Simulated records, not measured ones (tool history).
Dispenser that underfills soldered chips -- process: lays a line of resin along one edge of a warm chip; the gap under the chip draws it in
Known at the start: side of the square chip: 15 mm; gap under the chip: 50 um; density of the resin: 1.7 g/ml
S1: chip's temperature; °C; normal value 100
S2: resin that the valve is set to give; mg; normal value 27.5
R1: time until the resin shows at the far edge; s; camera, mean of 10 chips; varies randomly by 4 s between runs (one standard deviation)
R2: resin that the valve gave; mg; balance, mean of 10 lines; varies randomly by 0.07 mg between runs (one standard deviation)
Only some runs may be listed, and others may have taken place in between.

run	hour	S1	S2	R1	R2
1	0.0	100	27.5	585.4	26.75
# hour 2.1: new syringe of resin
2	6.4	95	27.5	596.6	26.76
# hour 11.5: new syringe of resin
3	14.7	100	27.5	472.0	26.66
# hour 21.0: new syringe of resin
4	23.1	100	27.5	448.3	26.64
# hour 27.6: dispensing valve cleaned and set on the balance
# hour 31.5: new syringe of resin
5	31.7	100	27.5	415.1	27.67
6	38.9	91	27.5	816.1	27.42
# hour 40.9: new syringe of resin
7	45.0	91	27.5	701.9	27.45
8	48.5	100	31.9	559.1	31.80
# hour 50.5: new syringe of resin
9	55.8	100	27.5	519.1	27.36
# hour 60.2: new syringe of resin
10	63.8	90	31.8	714.9	31.59
11	69.0	90	26.8	936.0	26.64
# hour 69.8: new syringe of resin
12	76.3	90	26.0	824.8	25.75
# hour 79.4: new syringe of resin
13	83.5	90	26.0	759.5	25.64
14	87.1	90	26.0	893.2	25.65
# hour 89.2: new syringe of resin
15	94.2	115	26.0	304.7	25.58
# hour 98.6: new syringe of resin
16	99.3	100	35.2	411.8	34.54
17	105.5	100	35.2	542.5	34.67
# hour 107.9: new syringe of resin
18	110.3	95	30.5	539.6	29.84

Alternative continuations, all from the tool just after run 18; predict every row:
# hour 117.2: new syringe of resin
A	117.2	90	34.2	?	?
# hour 117.2: new syringe of resin
B	117.2	93	27.0	?	?
# hour 117.2: new syringe of resin
C	117.2	107	30.5	?	?
# hour 117.2: new syringe of resin
D	117.2	96	34.5	?	?

run	R1	R2
A	604.5	33.49
B	547.1	26.40
C	306.2	29.79
D	469.7	33.81
With no hidden state in the tool, these same runs would have given:
run	R1	R2
A	588.5	34.17
B	531.2	26.94
C	298.3	30.39
D	457.6	34.49
